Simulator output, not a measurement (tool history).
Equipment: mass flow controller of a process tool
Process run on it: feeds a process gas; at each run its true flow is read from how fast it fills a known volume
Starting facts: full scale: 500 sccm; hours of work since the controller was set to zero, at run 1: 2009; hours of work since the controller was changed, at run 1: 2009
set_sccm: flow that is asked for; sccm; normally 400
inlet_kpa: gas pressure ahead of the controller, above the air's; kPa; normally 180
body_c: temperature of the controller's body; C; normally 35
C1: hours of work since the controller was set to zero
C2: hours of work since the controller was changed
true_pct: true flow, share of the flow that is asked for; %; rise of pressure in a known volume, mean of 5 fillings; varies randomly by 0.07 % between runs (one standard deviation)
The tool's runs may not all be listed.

Run 1, hour 0.0: usual settings; C1 2009; C2 2009. Result: true_pct 99.91 %.
Run 2, hour 59.7: usual settings; C1 2040; C2 2040. Result: true_pct 99.78 %.
Run 3, hour 168.5: usual settings; C1 2095; C2 2095. Result: true_pct 99.80 %.
At hour 176.5: controller's zero set anew.
Run 4, hour 259.7: usual settings; C1 42; C2 2141. Result: true_pct 99.92 %.
Run 5, hour 334.0: usual settings; C1 80; C2 2179. Result: true_pct 100.12 %.
Run 6, hour 396.6: usual settings but set_sccm 437 sccm, inlet_kpa 151 kPa, body_c 26 C; C1 112; C2 2211. Result: true_pct 100.46 %.
Run 7, hour 490.4: usual settings but set_sccm 437 sccm, inlet_kpa 247 kPa, body_c 26 C; C1 160; C2 2258. Result: true_pct 101.04 %.
Run 8, hour 607.1: usual settings but set_sccm 437 sccm, inlet_kpa 247 kPa, body_c 26 C; C1 219; C2 2318. Result: true_pct 101.10 %.
Run 9, hour 702.5: usual settings but set_sccm 131 sccm, inlet_kpa 233 kPa; C1 267; C2 2366. Result: true_pct 100.41 %.
Run 10, hour 792.0: usual settings but set_sccm 131 sccm, inlet_kpa 233 kPa; C1 313; C2 2412. Result: true_pct 100.42 %.

Subtracting, for every run, the result it would have given without the tool's unlogged condition from the measured result gives the following. The same run-to-run variation enters both numbers; the gauge's scatter may not:
What the log doesn't record here: flow at rest that the sensor doesn't see, % of full scale; true flow over the shown one, %; drift of the gauge itself on true_pct, %.
run  true_pct
  1     +0.79
  2     +0.80
  3     +0.81
  4     +0.88
  5     +0.89
  6     +0.88
  7     +0.89
  8     +0.91
  9     +1.40
 10     +1.43
